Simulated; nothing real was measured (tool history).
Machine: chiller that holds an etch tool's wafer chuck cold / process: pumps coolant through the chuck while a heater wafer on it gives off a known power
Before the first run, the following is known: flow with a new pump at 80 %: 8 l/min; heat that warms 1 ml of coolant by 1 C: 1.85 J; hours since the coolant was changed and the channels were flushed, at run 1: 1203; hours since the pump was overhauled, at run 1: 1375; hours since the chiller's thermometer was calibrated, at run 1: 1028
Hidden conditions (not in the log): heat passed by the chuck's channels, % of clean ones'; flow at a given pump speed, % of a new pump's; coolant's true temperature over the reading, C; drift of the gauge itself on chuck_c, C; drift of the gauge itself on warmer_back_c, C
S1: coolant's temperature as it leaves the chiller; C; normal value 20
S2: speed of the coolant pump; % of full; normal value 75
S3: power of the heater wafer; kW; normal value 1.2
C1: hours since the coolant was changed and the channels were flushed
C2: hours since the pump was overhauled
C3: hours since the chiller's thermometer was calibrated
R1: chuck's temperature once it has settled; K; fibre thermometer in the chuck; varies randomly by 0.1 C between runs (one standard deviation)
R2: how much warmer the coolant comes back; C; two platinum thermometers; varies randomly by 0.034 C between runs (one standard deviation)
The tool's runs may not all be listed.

run     day  S1  S2     S3    C1    C2    C3      R1    R2
  1       0  20  75    1.2  1203  1375  1028  306.65  5.22
  2   1.325  20  75  1.228  1234  1407  1060  306.95  5.28
  3   2.542  20  75    1.2  1263  1436  1089  306.55  5.23
  4   3.408  20  75    1.2  1284  1456  1110  306.75  5.14
  5   4.371  20  75    1.2  1307  1480  1133  306.65  5.18
  6   5.138  20  75    1.2  1326  1498  1151  306.65  5.18
  7   6.312  20  75    1.2  1354  1526  1180  306.55  5.25
  8   7.529  20  75    1.2  1383  1555  1209  306.65  5.19
  9    8.45  20  75    1.2  1405  1577  1231  306.75  5.27
 10    9.35  20  75    1.2  1427  1599  1253  306.55  5.21
 11   9.954  20  64    1.2  1441  1614  1267  308.15  6.21
 12  11.217  20  64  0.861  1472  1644  1297  303.95  4.41
 13  12.504  20  64  0.861  1503  1675  1328  304.05  4.47
 14  13.442  17  75  1.652  1525  1697  1351  308.65  7.14
 15  14.008  29  76    1.2  1539  1711  1364  315.45  5.12
 16  15.208  12  96    1.2  1568  1740  1393  296.15  3.96
 17  16.383  22  94  1.533  1596  1768  1421  309.85   5.3
 18  17.329  28  70  1.516  1618  1791  1444  319.15  7.12

Below are 4 alternative next runs, each starting from the tool's condition after run 18. Predict each:
  A  18.25  30  82   0.95  1641  1813  1466   ?   ?
  B  18.25  28  77  1.516  1641  1813  1466   ?   ?
  C  18.25  21  75    1.2  1641  1813  1466   ?   ?
  D  18.25  23  88  0.753  1641  1813  1466   ?   ?

run      R1    R2
  A  313.25  3.79
  B  317.75  6.39
  C  307.65  5.21
  D  303.55  2.85
Take away the tool's hidden state, keep each run's random variation, and the runs would have read:
run      R1    R2
  A  313.25  3.79
  B  317.75  6.39
  C  307.65  5.21
  D  303.45  2.85
